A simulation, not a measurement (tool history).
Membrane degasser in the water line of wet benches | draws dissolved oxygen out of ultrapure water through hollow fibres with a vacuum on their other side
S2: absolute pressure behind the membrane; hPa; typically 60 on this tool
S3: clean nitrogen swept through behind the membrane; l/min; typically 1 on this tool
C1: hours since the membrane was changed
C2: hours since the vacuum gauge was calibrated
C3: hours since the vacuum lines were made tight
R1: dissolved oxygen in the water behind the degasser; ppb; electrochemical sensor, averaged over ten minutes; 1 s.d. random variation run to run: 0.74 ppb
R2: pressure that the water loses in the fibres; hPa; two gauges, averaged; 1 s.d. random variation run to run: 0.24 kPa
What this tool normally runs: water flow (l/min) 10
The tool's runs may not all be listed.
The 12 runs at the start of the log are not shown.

{"run": 13, "hour": 1013.7, "water flow (l/min)": 10, "S2": 60, "S3": 1.35, "C1": 3711, "C2": 7046, "C3": 348, "R1": 51.5, "R2": 611.5}
{"run": 14, "hour": 1113.8, "water flow (l/min)": 10, "S2": 60, "S3": 1.35, "C1": 3811, "C2": 7146, "C3": 448, "R1": 53.4, "R2": 615}
{"run": 15, "hour": 1188.5, "water flow (l/min)": 10, "S2": 76.3, "S3": 1.35, "C1": 3886, "C2": 7220, "C3": 523, "R1": 79.9, "R2": 612.7}
{"hour": 1289.4, "done": "vacuum gauge calibrated"}
{"run": 16, "hour": 1293.5, "water flow (l/min)": 10, "S2": 76.3, "S3": 1.35, "C1": 3991, "C2": 4, "C3": 627, "R1": 81.3, "R2": 613.3}
{"run": 17, "hour": 1412.9, "water flow (l/min)": 8, "S2": 60, "S3": 1, "C1": 4110, "C2": 123, "C3": 746, "R1": 54.5, "R2": 491.3}
{"run": 18, "hour": 1527.3, "water flow (l/min)": 8, "S2": 60, "S3": 1, "C1": 4224, "C2": 238, "C3": 861, "R1": 54.1, "R2": 490.1}
{"run": 19, "hour": 1582.4, "water flow (l/min)": 8, "S2": 60, "S3": 1, "C1": 4279, "C2": 293, "C3": 916, "R1": 54.3, "R2": 493.2}
{"run": 20, "hour": 1665.9, "water flow (l/min)": 8, "S2": 50.7, "S3": 0.76, "C1": 4363, "C2": 377, "C3": 1000, "R1": 47.7, "R2": 491.4}
{"run": 21, "hour": 1734.1, "water flow (l/min)": 8, "S2": 50.7, "S3": 0.76, "C1": 4431, "C2": 445, "C3": 1068, "R1": 45.9, "R2": 494.2}
{"run": 22, "hour": 1817.2, "water flow (l/min)": 15, "S2": 60, "S3": 1, "C1": 4514, "C2": 528, "C3": 1151, "R1": 117.3, "R2": 927.3}
{"run": 23, "hour": 1899.3, "water flow (l/min)": 15, "S2": 60, "S3": 1, "C1": 4596, "C2": 610, "C3": 1233, "R1": 117.7, "R2": 921.1}
{"run": 24, "hour": 1984.4, "water flow (l/min)": 15, "S2": 60, "S3": 1, "C1": 4681, "C2": 695, "C3": 1318, "R1": 118.3, "R2": 928.5}
{"run": 25, "hour": 2068.7, "water flow (l/min)": 15, "S2": 60, "S3": 1, "C1": 4766, "C2": 779, "C3": 1402, "R1": 117.6, "R2": 926.5}
{"run": 26, "hour": 2152.5, "water flow (l/min)": 10, "S2": 60, "S3": 1.37, "C1": 4849, "C2": 863, "C3": 1486, "R1": 50.6, "R2": 618.3}
{"run": 27, "hour": 2272.6, "water flow (l/min)": 10, "S2": 60, "S3": 0.85, "C1": 4970, "C2": 983, "C3": 1606, "R1": 77.7, "R2": 619.3}
{"run": 28, "hour": 2336.0, "water flow (l/min)": 10, "S2": 59.7, "S3": 1.84, "C1": 5033, "C2": 1047, "C3": 1670, "R1": 38.3, "R2": 617.3}
{"run": 29, "hour": 2388.8, "water flow (l/min)": 10, "S2": 41.9, "S3": 1.93, "C1": 5086, "C2": 1099, "C3": 1722, "R1": 14.8, "R2": 618}
{"run": 30, "hour": 2502.6, "water flow (l/min)": 12, "S2": 41.9, "S3": 1.28, "C1": 5200, "C2": 1213, "C3": 1836, "R1": 29, "R2": 737.2}
{"run": 31, "hour": 2584.9, "water flow (l/min)": 12, "S2": 41.9, "S3": 1.28, "C1": 5282, "C2": 1296, "C3": 1919, "R1": 28.9, "R2": 746.5}
{"run": 32, "hour": 2653.6, "water flow (l/min)": 12, "S2": 41.9, "S3": 1.28, "C1": 5351, "C2": 1364, "C3": 1987, "R1": 28.6, "R2": 740.9}

Branching from run 32: 3 alternative next runs. What would each branch give?
{"run": "A", "hour": 2739.5, "water flow (l/min)": 6, "S2": 41.9, "S3": 1.28, "C1": 5436, "C2": 1450, "C3": 2073, "R1": "?", "R2": "?"}
{"run": "B", "hour": 2739.5, "water flow (l/min)": 6, "S2": 38.3, "S3": 0.86, "C1": 5436, "C2": 1450, "C3": 2073, "R1": "?", "R2": "?"}
{"run": "C", "hour": 2739.5, "water flow (l/min)": 7, "S2": 62, "S3": 1, "C1": 5436, "C2": 1450, "C3": 2073, "R1": "?", "R2": "?"}

run=A R1=11.2 R2=373.1
run=B R1=10.4 R2=372
run=C R1=51.1 R2=436.2
Stripped of hidden state, with their random variation kept, the same runs would have yielded:
run=A R1=11.2 R2=364.6
run=B R1=10.4 R2=363.6
run=C R1=51.1 R2=426.3
